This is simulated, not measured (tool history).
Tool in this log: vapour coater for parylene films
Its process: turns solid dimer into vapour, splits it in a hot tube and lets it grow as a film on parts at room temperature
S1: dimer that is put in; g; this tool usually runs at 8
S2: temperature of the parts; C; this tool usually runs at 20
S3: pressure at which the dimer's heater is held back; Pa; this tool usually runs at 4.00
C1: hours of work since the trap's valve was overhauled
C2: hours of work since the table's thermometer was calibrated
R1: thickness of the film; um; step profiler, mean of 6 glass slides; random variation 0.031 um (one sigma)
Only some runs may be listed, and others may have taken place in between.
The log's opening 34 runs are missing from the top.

run 35 day=16.342 | S1=7 S2=14 S3=8.97 | C1=270 C2=189 | R1=5.16
run 36 day=16.654 | S1=7 S2=14 S3=8.97 | C1=274 C2=193 | R1=5.15
run 37 day=17.262 | S1=7 S2=14 S3=8.97 | C1=281 C2=200 | R1=5.13
run 38 day=17.925 | S1=7 S2=20 S3=2.52 | C1=288 C2=207 | R1=5.30
run 39 day=18.554 | S1=7 S2=20 S3=2.52 | C1=295 C2=214 | R1=5.34
run 40 day=19.142 | S1=7 S2=20 S3=2.52 | C1=301 C2=220 | R1=5.34
run 41 day=19.433 | S1=7 S2=20 S3=2.52 | C1=305 C2=224 | R1=5.29
run 42 day=20.008 | S1=7 S2=18 S3=2.52 | C1=311 C2=230 | R1=5.72
run 43 day=20.350 | S1=4 S2=19 S3=4.00 | C1=315 C2=234 | R1=2.90
run 44 day=20.925 | S1=4 S2=31 S3=7.70 | C1=321 C2=240 | R1=1.70
run 45 day=21.325 | S1=6 S2=27 S3=4.07 | C1=326 C2=245 | R1=3.31

Consider 4 possible next runs. They are alternatives, not a sequence: every one starts from the tool as it was left by run 45. What does each give?
run A day=21.883 | S1=3 S2=12 S3=5.76 | C1=332 C2=251 | R1=?
run B day=21.883 | S1=9 S2=12 S3=4.08 | C1=332 C2=251 | R1=?
run C day=21.883 | S1=7 S2=27 S3=4.07 | C1=332 C2=251 | R1=?
run D day=21.883 | S1=6 S2=29 S3=8.24 | C1=332 C2=251 | R1=?

run=A R1=2.53
run=B R1=8.14
run=C R1=3.81
run=D R1=2.72
Had the tool no hidden state, the same runs would have come out as:
run=A R1=2.64
run=B R1=8.49
run=C R1=3.97
run=D R1=2.83
